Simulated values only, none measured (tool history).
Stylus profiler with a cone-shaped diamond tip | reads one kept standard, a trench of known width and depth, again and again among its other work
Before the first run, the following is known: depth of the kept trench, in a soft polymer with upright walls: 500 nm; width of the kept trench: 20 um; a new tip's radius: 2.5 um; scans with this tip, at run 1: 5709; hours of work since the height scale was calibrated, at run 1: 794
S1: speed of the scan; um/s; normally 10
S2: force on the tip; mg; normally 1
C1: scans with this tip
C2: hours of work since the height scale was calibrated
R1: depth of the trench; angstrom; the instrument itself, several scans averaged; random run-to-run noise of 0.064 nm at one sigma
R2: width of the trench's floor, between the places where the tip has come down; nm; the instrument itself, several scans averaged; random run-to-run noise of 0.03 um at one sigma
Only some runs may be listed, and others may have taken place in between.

run,hour,S1,S2,C1,C2,R1,R2
1,0,10,1,5709,794,5034.4,16880
2,49.3,10,1,5904,821,5034.8,16940
3,98.7,10,1,6100,848,5034.5,16870
4,120,10,1,6185,860,5033.7,16920
5,143.3,10,1,6277,873,5034.5,16910
6,187.5,10,1,6453,897,5034.5,16950
7,235.7,10,2.1,6644,924,5055.2,16960
8,270,10,2.1,6780,943,5055.1,16920
9,312.7,12,1,6950,966,5035,16890
10,361.6,12,1,7144,993,5033.7,16920
11,382.2,4,0.45,7226,1005,5020.6,16920
12,415.6,13,1.07,7358,1023,5036.2,16890
13,453.9,26,1.13,7510,1044,5036.4,16820
14,488.4,4,1,7647,1063,5033.7,16930
15,537.1,10,2.09,7841,1090,5055.5,16900
16,577.7,18,0.39,8002,1112,5018,16730
17,621.5,22,1.03,8176,1137,5035.1,16750
18,648,22,1.03,8281,1151,5035,16840
19,687.9,12,0.34,8439,1173,5017.1,16770

Here are 5 independent what-if runs from the current tool condition. What would each one return?
A,717.7,5,0.39,8557,1190,?,?
B,717.7,5,0.34,8557,1190,?,?
C,717.7,10,0.36,8557,1190,?,?
D,717.7,10,2.29,8557,1190,?,?
E,717.7,13,1.06,8557,1190,?,?

run,R1,R2
A,5018.2,16890
B,5017.5,16880
C,5017.4,16890
D,5058.8,16930
E,5036.1,16850
Without the tool's hidden state the same runs would have given:
run,R1,R2
A,5018,16900
B,5017.4,16890
C,5017.2,16900
D,5058.7,16940
E,5036,16860

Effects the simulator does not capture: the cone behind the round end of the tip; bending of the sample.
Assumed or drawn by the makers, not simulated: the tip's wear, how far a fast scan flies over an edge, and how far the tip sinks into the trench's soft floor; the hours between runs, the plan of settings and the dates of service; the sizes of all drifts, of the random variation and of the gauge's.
